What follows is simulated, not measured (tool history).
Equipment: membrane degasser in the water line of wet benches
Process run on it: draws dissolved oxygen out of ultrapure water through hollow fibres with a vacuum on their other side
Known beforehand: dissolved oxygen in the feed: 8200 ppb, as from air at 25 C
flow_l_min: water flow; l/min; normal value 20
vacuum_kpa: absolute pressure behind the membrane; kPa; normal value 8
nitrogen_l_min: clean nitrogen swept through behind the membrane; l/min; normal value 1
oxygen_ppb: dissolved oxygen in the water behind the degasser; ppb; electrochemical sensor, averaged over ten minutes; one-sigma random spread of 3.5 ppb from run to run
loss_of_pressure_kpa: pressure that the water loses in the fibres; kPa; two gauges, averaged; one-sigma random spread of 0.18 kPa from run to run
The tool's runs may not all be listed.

run	hour	flow_l_min	vacuum_kpa	nitrogen_l_min	oxygen_ppb	loss_of_pressure_kpa
1	0	20	8	1	350.5	33.91
2	277.7	20	8	1	348.8	33.88
3	482.5	20	8	1	346.1	33.54
4	681.5	20	4.95	1	220.1	33.86
# hour 810.1: vacuum gauge calibrated
5	851.6	21	8	1	383.2	35.68
6	992.1	21	10.96	1	499.3	35.6
7	1172.6	21	10.96	1	506.9	35.76
8	1315.3	20	8	0.44	547.3	34.12
9	1475.5	20	8	0.44	545.2	33.96
10	1686.3	20	8	0.44	542.6	33.78
11	1900.5	20	8	0.44	539.2	34.11
12	2063.2	20	5.21	1	234.7	33.8
13	2261.7	20	5.21	1	227.7	34.14
14	2552.3	20	5.21	1.22	214.1	34.16
15	2774.2	20	8.78	1	379.2	34.14
16	2951.6	20	8	1	340.3	33.99
17	3248.7	29	8	2.24	562.8	49.81
18	3420.2	29	8	2.24	558.8	49.71

Estimate the outcome of run 19 from the log above:
19	3685.1	20	7.15	2.34	?	?

oxygen_ppb: 220.5 ppb
loss_of_pressure_kpa: 34.26 kPa
Had the tool carried no hidden state, the very same run would have given oxygen_ppb 220.2 ppb, loss_of_pressure_kpa 33.85 kPa.
